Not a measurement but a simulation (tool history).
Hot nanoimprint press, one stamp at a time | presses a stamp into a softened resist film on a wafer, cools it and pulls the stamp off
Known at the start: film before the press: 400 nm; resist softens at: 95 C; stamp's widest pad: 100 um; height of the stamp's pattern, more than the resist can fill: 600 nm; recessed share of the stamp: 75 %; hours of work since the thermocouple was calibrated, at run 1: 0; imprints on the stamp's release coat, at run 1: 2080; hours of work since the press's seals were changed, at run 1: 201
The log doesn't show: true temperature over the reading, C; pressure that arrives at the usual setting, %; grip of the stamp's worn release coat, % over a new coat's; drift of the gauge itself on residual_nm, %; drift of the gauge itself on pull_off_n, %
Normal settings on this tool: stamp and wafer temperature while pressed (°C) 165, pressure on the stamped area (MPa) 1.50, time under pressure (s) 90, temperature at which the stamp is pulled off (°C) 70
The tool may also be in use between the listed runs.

run     day  stamp and wafer temperature while pressed (°C)  pressure on the stamped area (MPa)  time under pressure (s)  temperature at which the stamp is pulled off (°C)  hours of work since the thermocouple was calibrated  imprints on the stamp's release coat  hours of work since the press's seals were changed  resist left under the stamp's widest pad (Å)  greatest force while the stamp is pulled off (N)
  1   0.000                                             165                                1.50                       90                                                 70                                                    0                                  2080                                                 201                                          1764                                               156
  2   1.317                                             165                                1.50                       90                                                 70                                                   20                                  2234                                                 221                                          1765                                               164
  3   2.842                                             165                                1.50                       90                                                 70                                                   44                                  2411                                                 245                                          1771                                               168
      3.767  -- stamp cleaned and given a new release coat
  4   4.175                                             158                                1.50                       90                                                 70                                                   60                                    48                                                 261                                          2107                                               103
  5   5.662                                             165                                1.50                       90                                                 70                                                   83                                   221                                                 284                                          1761                                               109
  6   7.029                                             165                                1.50                       90                                                 64                                                  105                                   381                                                 305                                          1752                                               123
  7   7.988                                             165                                1.50                       90                                                 70                                                  119                                   492                                                 320                                          1758                                               110
  8   8.846                                             165                                1.50                       57                                                 70                                                  132                                   592                                                 333                                          2032                                               115
  9  10.421                                             165                                1.50                       57                                                 70                                                  157                                   776                                                 357                                          2028                                               118
 10  11.996                                             165                                1.50                       57                                                 70                                                  181                                   960                                                 382                                          2036                                               127
 11  12.862                                             165                                1.80                       90                                                 70                                                  194                                  1061                                                 395                                          1583                                               132
 12  13.796                                             165                                1.80                       90                                                 70                                                  209                                  1170                                                 410                                          1576                                               125
 13  14.975                                             165                                1.80                       90                                                 76                                                  227                                  1307                                                 428                                          1575                                               123
 14  16.638                                             165                                1.80                       90                                                 76                                                  253                                  1501                                                 453                                          1573                                               127
 15  17.717                                             165                                1.80                       90                                                 76                                                  269                                  1627                                                 470                                          1579                                               121
 16  19.033                                             155                                1.50                       90                                                 73                                                  289                                  1780                                                 490                                          2246                                               140
 17  19.992                                             175                                0.91                       69                                                 59                                                  304                                  1892                                                 505                                          1986                                               174
 18  21.658                                             175                                0.91                       69                                                 59                                                  330                                  2086                                                 531                                          1973                                               182
 19  22.554                                             165                                1.24                       90                                                 57                                                  344                                  2191                                                 544                                          1919                                               192
 20  24.050                                             164                                1.24                       90                                                 57                                                  367                                  2365                                                 568                                          1968                                               192
     25.392  -- stamp cleaned and given a new release coat
 21  25.829                                             167                                2.16                       55                                                 65                                                  390                                    50                                                 591                                          1581                                               110
 22  27.258                                             165                                1.50                       90                                                 55                                                  412                                   217                                                 613                                          1725                                               130
 23  28.483                                             165                                1.50                       90                                                 55                                                  431                                   360                                                 632                                          1722                                               133
 24  29.388                                             172                                1.50                       92                                                 55                                                  445                                   465                                                 646                                          1449                                               140
 25  30.929                                             154                                1.14                      147                                                 62                                                  469                                   645                                                 670                                          2264                                               131
 26  32.358                                             172                                1.06                      142                                                 70                                                  491                                   812                                                 692                                          1517                                               117
     33.054  -- press's hydraulic seals changed and the load cell set to zero
 27  33.800                                             165                                1.50                       86                                                 70                                                  508                                   941                                                  12                                          1734                                               127
 28  34.821                                             165                                1.50                       86                                                 70                                                  524                                  1060                                                  27                                          1715                                               125
     35.046  -- plate thermocouple calibrated
 29  35.746                                             165                                1.50                       86                                                 70                                                   11                                  1153                                                  40                                          1808                                               127
 30  37.350                                             165                                1.50                       86                                                 70                                                   36                                  1340                                                  64                                          1802                                               138

Below are 4 alternative next runs, each starting from the tool's condition after run 30. Predict each:
  A  39.017                                             163                                2.17                      179                                                 70                                                   61                                  1534                                                  90                                             ?                                                 ?
  B  39.017                                             169                                1.50                       90                                                 61                                                   61                                  1534                                                  90                                             ?                                                 ?
  C  39.017                                             173                                1.63                       86                                                 70                                                   61                                  1534                                                  90                                             ?                                                 ?
  D  39.017                                             165                                1.48                       65                                                 69                                                   61                                  1534                                                  90                                             ?                                                 ?

run  resist left under the stamp's widest pad (Å)  greatest force while the stamp is pulled off (N)
  A                                          1188                                               146
  B                                          1611                                               160
  C                                          1410                                               149
  D                                          1976                                               145
Take away the tool's hidden state, keep each run's random variation, and the runs would have read:
run  resist left under the stamp's widest pad (Å)  greatest force while the stamp is pulled off (N)
  A                                          1189                                               105
  B                                          1612                                               115
  C                                          1411                                               107
  D                                          1978                                               105
